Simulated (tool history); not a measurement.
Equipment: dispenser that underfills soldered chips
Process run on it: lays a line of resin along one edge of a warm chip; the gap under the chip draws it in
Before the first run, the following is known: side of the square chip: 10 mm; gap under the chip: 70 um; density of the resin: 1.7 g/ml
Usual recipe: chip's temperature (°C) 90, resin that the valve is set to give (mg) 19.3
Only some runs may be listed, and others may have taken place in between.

run   hour  chip's temperature (°C)  resin that the valve is set to give (mg)  time until the resin shows at the far edge (s)  resin that the valve gave (mg)
  1    0.0                       90                                      19.3                                            52.3                           19.00
  2    9.7                       90                                      19.3                                            64.6                           18.78
      11.7  -- new syringe of resin
  3   18.0                       90                                      19.3                                            59.6                           18.72
      24.5  -- new syringe of resin
  4   26.0                       90                                      19.3                                            53.1                           18.84
  5   31.0                       90                                      19.3                                            59.1                           18.62
      37.5  -- new syringe of resin
  6   37.6                       90                                      19.3                                            52.5                           18.57
  7   46.9                       90                                      19.3                                            62.2                           18.51
      50.1  -- new syringe of resin
  8   55.8                       90                                      18.8                                            59.1                           17.87
      62.2  -- stage's temperature calibrated
      64.0  -- new syringe of resin
  9   66.5                       90                                      18.8                                            53.2                           17.87
 10   76.1                       90                                      19.3                                            65.2                           18.21
      77.3  -- new syringe of resin
 11   86.6                       90                                      19.3                                            60.5                           17.92
      89.8  -- new syringe of resin
 12   93.0                       90                                      18.6                                            55.6                           17.47
     102.9  -- new syringe of resin
 13  103.6                       90                                      18.6                                            53.8                           17.30
 14  110.5                       90                                      18.6                                            60.0                           17.29
     115.5  -- new syringe of resin
 15  121.6                       90                                      19.3                                            57.5                           17.87
     128.2  -- new syringe of resin
 16  132.6                       90                                      19.3                                            54.3                           17.62
     140.6  -- new syringe of resin
 17  143.5                       84                                      19.3                                            73.4                           17.56
 18  148.4                       90                                      18.2                                            60.5                           16.40
     153.9  -- new syringe of resin
     154.9  -- dispensing valve cleaned and set on the balance
 19  157.5                       90                                      25.0                                            52.4                           24.96
 20  164.6                       90                                      25.0                                            61.5                           24.98
     167.6  -- new syringe of resin
 21  174.4                       78                                      19.3                                           105.2                           18.89
     180.9  -- new syringe of resin
 22  181.1                       98                                      17.0                                            36.5                           16.78
 23  189.4                       78                                      19.3                                           109.0                           18.89
     193.5  -- new syringe of resin
 24  197.8                       90                                      16.9                                            58.6                           16.49
     206.2  -- new syringe of resin
 25  207.7                       95                                      17.9                                            41.9                           17.37
 26  215.7                       88                                      19.3                                            69.2                           18.67
     219.3  -- new syringe of resin
 27  222.5                       88                                      19.3                                            57.9                           18.49
 28  229.1                      102                                      17.7                                            36.8                           17.16
     232.0  -- new syringe of resin
 29  239.5                       79                                      17.7                                           100.5                           16.94
     244.8  -- new syringe of resin
 30  248.0                      102                                      23.0                                            31.8                           22.03
 31  254.9                       97                                      22.0                                            46.5                           20.80
     257.5  -- new syringe of resin
 32  261.2                      102                                      22.0                                            32.3                           20.67
     270.8  -- new syringe of resin
 33  273.3                       86                                      16.4                                            67.5                           15.27
 34  279.9                       86                                      16.5                                            75.9                           15.36

Below are 3 alternative next runs, each starting from the tool's condition after run 34. Predict each:
     283.5  -- new syringe of resin
  A  285.7                       90                                      23.4                                               ?                               ?
     283.5  -- new syringe of resin
  B  285.7                       79                                      21.7                                               ?                               ?
     283.5  -- new syringe of resin
  C  285.7                       76                                      17.5                                               ?                               ?

run  time until the resin shows at the far edge (s)  resin that the valve gave (mg)
  A                                            53.7                           21.72
  B                                            90.4                           20.11
  C                                           109.5                           16.33
The same runs, with their run-to-run variation unchanged, on a tool lacking any hidden condition would have given:
run  time until the resin shows at the far edge (s)  resin that the valve gave (mg)
  A                                            49.8                           23.36
  B                                            83.5                           21.64
  C                                           100.2                           17.57

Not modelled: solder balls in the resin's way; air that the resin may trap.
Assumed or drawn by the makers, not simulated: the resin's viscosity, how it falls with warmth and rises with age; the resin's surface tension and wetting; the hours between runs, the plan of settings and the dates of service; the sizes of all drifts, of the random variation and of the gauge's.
